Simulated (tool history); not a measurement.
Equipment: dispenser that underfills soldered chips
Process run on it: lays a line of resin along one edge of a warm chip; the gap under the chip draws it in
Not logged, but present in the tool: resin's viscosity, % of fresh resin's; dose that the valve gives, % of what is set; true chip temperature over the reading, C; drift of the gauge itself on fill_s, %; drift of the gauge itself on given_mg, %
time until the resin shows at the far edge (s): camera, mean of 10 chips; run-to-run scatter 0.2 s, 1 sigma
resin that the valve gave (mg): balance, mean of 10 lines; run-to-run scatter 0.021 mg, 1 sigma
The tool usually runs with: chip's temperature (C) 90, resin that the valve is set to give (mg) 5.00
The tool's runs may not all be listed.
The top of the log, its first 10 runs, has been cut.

| run | hour | chip's temperature (C) | resin that the valve is set to give (mg) | hours of work since the syringe was changed | hours of work since the valve was cleaned | hours of work since the stage was calibrated | time until the resin shows at the far edge (s) | resin that the valve gave (mg) |
|---|---|---|---|---|---|---|---|---|
|  | 42.3 | dispensing valve cleaned and set on the balance |
|  | 45.0 | new syringe of resin |
| 11 | 45.6 | 90 | 6.15 | 0 | 2 | 69 | 16.9 | 6.12 |
| 12 | 48.4 | 90 | 6.15 | 2 | 4 | 71 | 18.0 | 6.14 |
| 13 | 53.7 | 105 | 5.00 | 6 | 8 | 75 | 9.8 | 4.94 |
|  | 55.2 | new syringe of resin |
| 14 | 56.9 | 105 | 5.00 | 1 | 10 | 77 | 8.9 | 4.91 |
| 15 | 61.5 | 90 | 4.70 | 4 | 13 | 80 | 19.5 | 4.61 |
|  | 65.5 | new syringe of resin |
| 16 | 65.5 | 99 | 4.70 | 0 | 15 | 82 | 11.1 | 4.63 |
| 17 | 69.8 | 99 | 4.70 | 3 | 18 | 85 | 11.6 | 4.62 |
| 18 | 73.5 | 99 | 4.70 | 5 | 21 | 88 | 12.7 | 4.60 |
|  | 75.6 | new syringe of resin |
| 19 | 77.9 | 99 | 4.70 | 2 | 23 | 91 | 11.5 | 4.59 |
| 20 | 82.8 | 82 | 4.75 | 5 | 27 | 94 | 28.5 | 4.59 |
|  | 85.8 | new syringe of resin |
| 21 | 87.7 | 82 | 4.75 | 1 | 30 | 97 | 24.9 | 4.61 |
| 22 | 89.9 | 96 | 4.22 | 3 | 31 | 99 | 13.5 | 4.10 |
| 23 | 94.3 | 76 | 5.73 | 6 | 34 | 102 | 38.5 | 5.53 |
|  | 96.0 | new syringe of resin |
| 24 | 99.0 | 103 | 5.56 | 2 | 37 | 105 | 9.5 | 5.36 |
| 25 | 103.8 | 91 | 4.31 | 5 | 41 | 108 | 18.9 | 4.13 |
|  | 106.1 | new syringe of resin |
| 26 | 108.5 | 91 | 4.31 | 2 | 44 | 111 | 16.3 | 4.10 |
| 27 | 112.5 | 94 | 4.71 | 4 | 46 | 114 | 15.0 | 4.47 |
| 28 | 115.4 | 102 | 4.68 | 6 | 48 | 116 | 11.4 | 4.43 |
|  | 116.5 | new syringe of resin |
| 29 | 118.2 | 86 | 4.45 | 1 | 50 | 117 | 21.0 | 4.23 |
| 30 | 122.8 | 86 | 4.45 | 4 | 53 | 120 | 23.4 | 4.20 |
|  | 126.6 | new syringe of resin |
| 31 | 127.9 | 86 | 4.45 | 1 | 56 | 124 | 20.6 | 4.18 |
| 32 | 131.3 | 81 | 5.20 | 3 | 59 | 126 | 27.7 | 4.90 |
| 33 | 136.0 | 83 | 4.24 | 6 | 62 | 129 | 29.3 | 3.97 |
|  | 136.8 | new syringe of resin |
| 34 | 140.1 | 83 | 4.24 | 2 | 65 | 132 | 25.8 | 4.00 |
| 35 | 143.2 | 83 | 4.24 | 4 | 67 | 134 | 27.1 | 3.96 |

Branching from run 35: 5 alternative next runs. What would each branch give?
|  | 147.1 | new syringe of resin |
| A | 147.3 | 77 | 5.06 | 0 | 69 | 136 | ? | ? |
|  | 147.1 | new syringe of resin |
| B | 147.3 | 86 | 5.71 | 0 | 69 | 136 | ? | ? |
|  | 147.1 | new syringe of resin |
| C | 147.3 | 104 | 5.82 | 0 | 69 | 136 | ? | ? |
|  | 147.1 | new syringe of resin |
| D | 147.3 | 78 | 5.55 | 0 | 69 | 136 | ? | ? |
|  | 147.1 | new syringe of resin |
| E | 147.3 | 94 | 6.04 | 0 | 69 | 136 | ? | ? |

| run | time until the resin shows at the far edge (s) | resin that the valve gave (mg) |
|---|---|---|
| A | 31.0 | 4.69 |
| B | 19.8 | 5.31 |
| C | 8.3 | 5.43 |
| D | 29.4 | 5.15 |
| E | 13.3 | 5.63 |
With no hidden state in the tool, these same runs would have given:
| run | time until the resin shows at the far edge (s) | resin that the valve gave (mg) |
|---|---|---|
| A | 32.5 | 5.03 |
| B | 20.7 | 5.69 |
| C | 8.6 | 5.82 |
| D | 30.9 | 5.52 |
| E | 13.9 | 6.03 |

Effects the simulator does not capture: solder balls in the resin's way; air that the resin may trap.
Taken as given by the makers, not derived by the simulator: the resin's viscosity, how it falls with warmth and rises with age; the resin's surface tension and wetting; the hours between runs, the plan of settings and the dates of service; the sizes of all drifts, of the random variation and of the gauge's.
